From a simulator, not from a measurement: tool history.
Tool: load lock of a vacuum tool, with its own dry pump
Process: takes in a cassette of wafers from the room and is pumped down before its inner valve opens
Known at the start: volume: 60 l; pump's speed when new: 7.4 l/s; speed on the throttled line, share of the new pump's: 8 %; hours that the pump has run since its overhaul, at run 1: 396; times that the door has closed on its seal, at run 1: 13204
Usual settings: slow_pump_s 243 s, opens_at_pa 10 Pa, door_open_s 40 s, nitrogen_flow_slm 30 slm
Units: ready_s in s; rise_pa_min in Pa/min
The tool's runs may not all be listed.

run,day,slow_pump_s,opens_at_pa,door_open_s,nitrogen_flow_slm,hours that the pump has run since its overhaul,times that the door has closed on its seal,"incoming humidity of the room's air, %",ready_s,rise_pa_min
1,0.000,243,10,40,30,396,13204,45.5,296.7,0.022
2,9.662,243,10,40,30,628,13818,46.1,300.9,0.029
3,22.329,243,10,40,30,932,14622,43.4,296.7,0.025
4,36.146,297,10,40,30,1264,15499,42.2,349.0,0.022
5,50.712,174,10,40,30,1613,16424,45.8,234.6,0.027
6,65.467,174,10,40,30,1967,17361,48.1,233.7,0.027
7,76.579,243,10,40,30,2234,18067,45.4,299.5,0.031
8,92.329,243,10,40,4,2612,19067,46.1,300.8,0.044
9,102.367,243,10,40,4,2853,19704,48.4,301.2,0.041
10,112.662,243,10,40,4,3100,20358,46.6,300.3,0.047
11,132.421,243,10,40,4,3574,21613,45.9,300.3,0.044
12,148.583,243,10,40,30,3962,22639,46.0,301.0,0.038
13,166.621,243,17,40,30,4395,23784,44.6,295.1,0.043
14,181.333,149,10,100,30,4748,24718,44.0,215.2,0.048
15,202.204,234,10,58,12,5249,26043,43.5,293.8,0.050
16,222.858,234,10,58,12,5745,27355,45.1,292.3,0.057
17,243.371,234,16,58,29,6237,28657,47.1,288.9,0.055
18,259.288,188,10,68,23,6619,29668,43.2,251.1,0.060
19,276.217,323,10,68,6,7025,30743,44.6,372.2,0.070
20,292.154,191,10,40,42,7408,31755,46.1,253.7,0.057
21,308.521,191,17,40,18,7801,32794,45.5,250.8,0.060
22,317.250,144,17,84,18,8010,33348,44.7,207.9,0.068
23,326.738,144,17,84,18,8238,33951,43.5,206.1,0.069
24,337.558,202,11,84,7,8498,34638,40.3,264.9,0.080
25,353.196,243,9,54,24,8873,35631,43.7,304.1,0.070

Forecast each of these 4 alternatives for the next run:
A,366.108,243,9,35,30,9183,36451,42.9,?,?
B,366.108,243,10,34,30,9183,36451,41.9,?,?
C,366.108,243,10,152,30,9183,36451,41.1,?,?
D,366.108,243,10,147,30,9183,36451,42.4,?,?

run,ready_s,rise_pa_min
A,305.3,0.067
B,304.4,0.065
C,304.9,0.080
D,303.3,0.076
Without the tool's hidden state the same runs would have given:
run,ready_s,rise_pa_min
A,300.2,0.008
B,299.5,0.007
C,299.7,0.022
D,298.1,0.019

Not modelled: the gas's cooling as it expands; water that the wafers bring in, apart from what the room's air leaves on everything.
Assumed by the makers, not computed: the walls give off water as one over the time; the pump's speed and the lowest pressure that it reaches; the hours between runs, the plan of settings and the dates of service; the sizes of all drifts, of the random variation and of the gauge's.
